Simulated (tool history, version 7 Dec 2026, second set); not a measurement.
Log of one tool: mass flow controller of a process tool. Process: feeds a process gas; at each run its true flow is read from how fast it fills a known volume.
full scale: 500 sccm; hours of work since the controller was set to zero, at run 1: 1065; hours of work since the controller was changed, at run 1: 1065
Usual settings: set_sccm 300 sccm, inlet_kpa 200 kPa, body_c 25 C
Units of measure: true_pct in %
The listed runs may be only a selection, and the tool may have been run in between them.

run      day  set_sccm  inlet_kpa  body_c  hours of work since the controller was set to zero  hours of work since the controller was changed  true_pct
  1    0.000       300        200      25                                                1065                                            1065     99.28
  2    3.217       300        200      25                                                1092                                            1092     99.35
  3    5.262       300        200      25                                                1110                                            1110     99.54
  4    6.883       300        200      25                                                1124                                            1124     99.49
  5    9.062       300        200      25                                                1142                                            1142     99.33
  6   12.067       300        200      25                                                1168                                            1168     99.29
  7   14.058       300        200      25                                                1185                                            1185     99.50
  8   16.208       300        200      25                                                1203                                            1203     99.36
  9   19.200       300        200      25                                                1229                                            1229     99.33
 10   21.967        58        200      25                                                1253                                            1253     98.67
 11   23.896        58        200      25                                                1269                                            1269     98.71
 12   26.267       300        269      25                                                1289                                            1289     99.53
 13   29.412       300        269      25                                                1316                                            1316     99.47
 14   32.767       300        269      25                                                1345                                            1345     99.47
 15   34.221       300        269      25                                                1357                                            1357     99.59
 16   35.646       300        269      25                                                1369                                            1369     99.60
 17   37.817       300        200      25                                                1388                                            1388     99.34
 18   40.179       300        200      25                                                1408                                            1408     99.34
 19   41.958       300        200      26                                                1423                                            1423     99.34
 20   43.671       300        145      25                                                1438                                            1438     99.18
 21   47.017       300        145      25                                                1467                                            1467     99.20
 22   49.175       300        145      25                                                1485                                            1485     99.26
 23   51.133        67        145      25                                                1502                                            1502     98.55
 24   54.454        67        145      25                                                1530                                            1530     98.52
 25   55.912        67        145      25                                                1543                                            1543     98.62
 26   58.167        67        145      25                                                1562                                            1562     98.46
 27   60.129        57        167      24                                                1579                                            1579     98.32
 28   63.167       158        255      36                                                1605                                            1605     99.86
 29   64.712        88        200      25                                                1618                                            1618     98.83
 30   66.292       136        200      25                                                1632                                            1632     98.80
 31   68.996       263        154      20                                                1655                                            1655     98.78
 32   72.354       317        264      27                                                1683                                            1683     99.72
 33   73.812       317        264      27                                                1696                                            1696     99.74
 34   76.792       317        264      27                                                1721                                            1721     99.66
 35   80.017        75        200      25                                                1749                                            1749     98.60
 36   81.688        75        200      25                                                1763                                            1763     98.76
 37   84.475        75        200      25                                                1787                                            1787     98.62
 38   87.046        54        200      28                                                1809                                            1809     98.86
 39   89.829        56        189      26                                                1833                                            1833     98.62
 40   91.642       123        189      27                                                1848                                            1848     98.92
 41   93.983       133        200      25                                                1868                                            1868     98.86
 42   96.671       117        200      31                                                1891                                            1891     99.25
 43   99.967       117        200      31                                                1919                                            1919     99.14
 44  101.629       420        160      29                                                1934                                            1934    100.03
 45  103.467       420        160      29                                                1949                                            1949     99.91
 46  104.842       420        198      29                                                1961                                            1961     99.95
 47  106.262       300        245      33                                                1973                                            1973    100.09
 48  108.633       300        245      33                                                1994                                            1994    100.02

Consider 5 possible next runs. They are alternatives, not a sequence: every one starts from the tool as it was left by run 48. What does each give?
  A  111.117       118        245      25                                                2015                                            2015         ?
  B  111.117        77        215      25                                                2015                                            2015         ?
  C  111.117       100        245      21                                                2015                                            2015         ?
  D  111.117       300        200      21                                                2015                                            2015         ?
  E  111.117        88        186      26                                                2015                                            2015         ?

run  true_pct
  A     98.75
  B     98.80
  C     98.64
  D     99.12
  E     98.83
With no hidden state in the tool, these same runs would have given:
run  true_pct
  A     98.75
  B     98.80
  C     98.65
  D     99.12
  E     98.83

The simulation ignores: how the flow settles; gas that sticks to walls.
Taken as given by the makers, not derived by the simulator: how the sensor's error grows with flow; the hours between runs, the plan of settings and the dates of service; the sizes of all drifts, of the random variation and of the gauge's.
